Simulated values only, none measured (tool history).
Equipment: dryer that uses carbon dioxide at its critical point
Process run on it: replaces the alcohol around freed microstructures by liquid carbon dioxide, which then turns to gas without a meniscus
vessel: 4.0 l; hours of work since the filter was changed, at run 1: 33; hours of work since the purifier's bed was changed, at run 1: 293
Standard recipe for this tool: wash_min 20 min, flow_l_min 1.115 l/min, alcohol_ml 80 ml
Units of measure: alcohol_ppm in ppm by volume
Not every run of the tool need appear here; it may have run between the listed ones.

| run | hour | wash_min | flow_l_min | alcohol_ml | hours of work since the filter was changed | hours of work since the purifier's bed was changed | alcohol_ppm |
|---|---|---|---|---|---|---|---|
| 1 | 0 | 20 | 1.115 | 80 | 33 | 293 | 150 |
| 2 | 43.1 | 20 | 1.115 | 80 | 61 | 321 | 148 |
| 3 | 82.2 | 20 | 1.115 | 80 | 87 | 347 | 161 |
| 4 | 111.1 | 27 | 1.115 | 80 | 105 | 366 | 92 |
| 5 | 158.6 | 20 | 1.115 | 80 | 137 | 397 | 180 |
| 6 | 198.5 | 20 | 1.115 | 80 | 163 | 423 | 195 |
| 7 | 231.4 | 20 | 1.115 | 80 | 184 | 445 | 202 |
|  | 271.7 | inlet filter changed |
| 8 | 283.8 | 20 | 1.115 | 81 | 8 | 478 | 189 |
| 9 | 321.4 | 20 | 1.115 | 50 | 33 | 503 | 161 |
| 10 | 370.4 | 20 | 1.08 | 50 | 65 | 535 | 177 |
| 11 | 429.2 | 20 | 1.08 | 50 | 103 | 574 | 195 |
| 12 | 485 | 20 | 1.08 | 50 | 140 | 610 | 209 |
| 13 | 512.8 | 20 | 1.08 | 50 | 158 | 628 | 209 |
| 14 | 573 | 20 | 1.08 | 50 | 198 | 668 | 225 |
|  | 591.1 | inlet filter changed |
| 15 | 618.7 | 28 | 1.115 | 80 | 18 | 697 | 158 |
| 16 | 664 | 23 | 1.115 | 80 | 48 | 727 | 188 |
| 17 | 692.2 | 23 | 1.115 | 80 | 66 | 745 | 201 |
| 18 | 734.4 | 22 | 1.07 | 57 | 94 | 773 | 223 |
| 19 | 794.5 | 21 | 1.115 | 80 | 133 | 812 | 238 |
| 20 | 843.7 | 19 | 1.14 | 39 | 166 | 845 | 219 |
| 21 | 905.1 | 20 | 1.115 | 20 | 206 | 885 | 212 |
|  | 911.9 | inlet filter changed |
| 22 | 965.7 | 28 | 1.115 | 80 | 35 | 924 | 194 |
|  | 1009.2 | purifier's bed changed |
| 23 | 1016.6 | 31 | 1.115 | 27 | 67 | 5 | 16 |
| 24 | 1073 | 31 | 1.115 | 27 | 104 | 42 | 18 |
| 25 | 1117.8 | 31 | 1.115 | 25 | 133 | 71 | 29 |
| 26 | 1157.1 | 23 | 0.9 | 44 | 159 | 97 | 100 |
| 27 | 1201.2 | 18 | 0.83 | 29 | 188 | 126 | 268 |
|  | 1233.6 | inlet filter changed |
| 28 | 1240.2 | 18 | 0.83 | 29 | 4 | 151 | 225 |
| 29 | 1273.1 | 30 | 0.83 | 60 | 26 | 172 | 74 |
| 30 | 1302.2 | 20 | 1.17 | 101 | 45 | 191 | 124 |
| 31 | 1359.9 | 14 | 1.54 | 61 | 83 | 229 | 130 |
| 32 | 1395.1 | 14 | 1.54 | 41 | 106 | 252 | 103 |
| 33 | 1424.2 | 18 | 1.73 | 20 | 125 | 271 | 71 |
| 34 | 1486.5 | 17 | 1.73 | 20 | 166 | 312 | 70 |

A few steps of alcohol_ppm between consecutive runs. Split each: what settings, incoming material and random variation would produce without the hidden state, and what is left over for the hidden state, along with gauge scatter present in only one of the two compared results (measured, and without hidden state):
The hidden state here: flow that reaches the vessel past the clogged filter, %; alcohol in the recycled carbon dioxide, ppm; drift of the gauge itself on alcohol_ppm, %.
Run 22 -> 23: wash_min 28 -> 31, alcohol_ml 80 -> 27, purifier's bed changed. alcohol_ppm -178 ppm by volume: hidden state -180, all else +2.
Run 26 -> 27: wash_min 23 -> 18, flow_l_min 0.9 -> 0.83, alcohol_ml 44 -> 29. alcohol_ppm +168 ppm by volume: hidden state +32, all else +136.
Run 27 -> 28: inlet filter changed. alcohol_ppm -43 ppm by volume: hidden state -36, all else -7.
Run 28 -> 29: wash_min 18 -> 30, alcohol_ml 29 -> 60. alcohol_ppm -151 ppm by volume: hidden state +2, all else -153.

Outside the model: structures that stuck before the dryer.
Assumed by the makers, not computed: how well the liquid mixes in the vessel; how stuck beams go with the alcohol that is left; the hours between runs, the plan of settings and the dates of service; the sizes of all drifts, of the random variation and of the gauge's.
